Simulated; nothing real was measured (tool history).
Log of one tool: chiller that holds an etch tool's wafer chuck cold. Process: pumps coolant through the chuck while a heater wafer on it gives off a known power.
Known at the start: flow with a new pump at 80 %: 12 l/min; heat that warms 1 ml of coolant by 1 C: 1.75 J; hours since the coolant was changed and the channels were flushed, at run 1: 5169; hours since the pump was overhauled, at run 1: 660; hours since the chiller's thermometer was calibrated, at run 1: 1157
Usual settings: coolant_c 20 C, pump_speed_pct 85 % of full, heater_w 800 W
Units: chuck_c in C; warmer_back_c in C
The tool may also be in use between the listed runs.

run   hour  coolant_c  pump_speed_pct  heater_w  hours since the coolant was changed and the channels were flushed  hours since the pump was overhauled  hours since the chiller's thermometer was calibrated  chuck_c  warmer_back_c
  1    0.0         20              85       800                                                               5169                                  660                                                  1157     26.5           2.15
  2  178.9         20              85       800                                                               5348                                  839                                                  1336     26.5           2.19
  3  323.1         20              85       800                                                               5492                                  983                                                  1480     26.7           2.14
  4  430.7         20              85       800                                                               5600                                 1091                                                  1587     26.7           2.11
  5  593.9         20              85       800                                                               5763                                 1254                                                  1751     26.7           2.13
  6  768.0         20              85       800                                                               5937                                 1428                                                  1925     26.8           2.20
  7  885.7         20              85       487                                                               6055                                 1546                                                  2042     24.2           1.36

Forecast run 8:
  8  1063.6         20              85       487                                                               6232                                 1724                                                  2220        ?              ?

chuck_c: 24.3 C
warmer_back_c: 1.34 C
Without the tool's hidden state the same run would have given chuck_c 23.3 C, warmer_back_c 1.31 C.
